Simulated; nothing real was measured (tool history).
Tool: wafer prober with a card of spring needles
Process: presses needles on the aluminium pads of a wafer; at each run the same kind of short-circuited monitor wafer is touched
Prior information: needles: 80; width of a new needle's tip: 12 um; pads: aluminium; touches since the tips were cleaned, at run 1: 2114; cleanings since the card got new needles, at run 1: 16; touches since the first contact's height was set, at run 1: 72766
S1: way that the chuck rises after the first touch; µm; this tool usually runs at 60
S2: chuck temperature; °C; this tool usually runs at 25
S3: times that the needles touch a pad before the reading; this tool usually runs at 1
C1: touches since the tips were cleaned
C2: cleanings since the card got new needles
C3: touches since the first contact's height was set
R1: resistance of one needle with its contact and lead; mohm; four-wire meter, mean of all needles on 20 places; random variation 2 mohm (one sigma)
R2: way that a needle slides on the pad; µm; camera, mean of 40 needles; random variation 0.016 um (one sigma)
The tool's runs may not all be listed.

run,hour,S1,S2,S3,C1,C2,C3,R1,R2
1,0,60,25,1,2114,16,72766,225,7.73
# hour 4.6: tips cleaned on abrasive film
2,4.6,60,75,1,1,17,74703,233,7.74
3,13,60,32,1,3643,17,78345,222,7.77
# hour 13.9: tips cleaned on abrasive film
4,21.3,60,91,1,3175,18,81873,241,7.71
# hour 23.2: tips cleaned on abrasive film
5,25.6,60,91,1,1030,19,83682,242,7.72
6,31.1,60,25,1,3398,19,86050,219,7.76
# hour 33: tips cleaned on abrasive film
7,39.9,60,25,1,2972,20,89822,227,7.73
# hour 43: tips cleaned on abrasive film
8,49.6,60,25,1,2833,21,93959,225,7.75
# hour 52.3: tips cleaned on abrasive film
9,54.9,60,25,1,1104,22,96218,221,7.72
10,59.1,60,25,1,2927,22,98041,223,7.7
# hour 61.7: tips cleaned on abrasive film
11,64.3,47,25,1,1131,23,100257,227,6.07
12,70.1,60,35,1,3627,23,102753,229,7.72
# hour 71.1: tips cleaned on abrasive film
13,74.3,60,25,2,1387,24,104516,224,7.75
14,79.7,60,25,2,3738,24,106867,221,7.7
# hour 80.5: tips cleaned on abrasive film
15,86.9,60,25,1,2762,25,109913,225,7.72
# hour 89.9: tips cleaned on abrasive film
16,95.4,60,25,1,2405,26,113552,226,7.73
# hour 99.1: tips cleaned on abrasive film
17,101.8,60,25,1,1185,27,116284,225,7.7
# hour 108.6: tips cleaned on abrasive film
18,109.1,62,52,2,218,28,119364,229,7.99
# hour 117.8: tips cleaned on abrasive film
19,118.7,62,52,2,396,29,123494,231,8.01
20,124.3,71,72,2,2783,29,125881,232,9.16
# hour 127.5: tips cleaned on abrasive film
21,133.6,71,72,2,2663,30,129884,234,9.16
# hour 136.7: tips cleaned on abrasive film
22,138.4,71,25,2,717,31,131886,222,9.14
23,144.6,71,25,2,3400,31,134569,226,9.13
# hour 146.4: tips cleaned on abrasive film
24,151.9,60,77,1,2407,32,137700,237,7.77
# hour 155.6: tips cleaned on abrasive film
25,158.9,60,77,2,1443,33,140689,235,7.74
# hour 165.6: tips cleaned on abrasive film
26,165.6,48,102,1,1,34,143532,242,6.17
27,171.6,42,80,2,2566,34,146097,239,5.42
# hour 174.9: tips cleaned on abrasive film
28,179,45,48,3,1780,35,149285,232,5.8
# hour 184.2: tips cleaned on abrasive film
29,186.9,60,98,1,1179,36,152637,241,7.71
# hour 193.6: tips cleaned on abrasive film
30,193.6,62,25,3,0,37,155500,221,7.99
# hour 202.9: tips cleaned on abrasive film
31,203.1,68,31,2,94,38,159564,225,8.75
32,207.3,42,96,2,1897,38,161367,248,5.41
# hour 212.7: tips cleaned on abrasive film
33,216.2,42,96,2,1494,39,165144,241,5.4

Predict each of these 5 candidate next runs independently; none follows another, all start after run 33:
# hour 221.9: tips cleaned on abrasive film
A,223.8,48,108,2,829,40,168416,?,?
# hour 221.9: tips cleaned on abrasive film
B,223.8,52,96,2,829,40,168416,?,?
# hour 221.9: tips cleaned on abrasive film
C,223.8,60,46,1,829,40,168416,?,?
# hour 221.9: tips cleaned on abrasive film
D,223.8,57,86,2,829,40,168416,?,?
# hour 221.9: tips cleaned on abrasive film
E,223.8,55,96,2,829,40,168416,?,?

run,R1,R2
A,248,6.17
B,240,6.71
C,232,7.72
D,239,7.35
E,241,7.1
Without the tool's hidden state the same runs would have given:
run,R1,R2
A,248,6.18
B,239,6.72
C,231,7.73
D,239,7.36
E,241,7.11
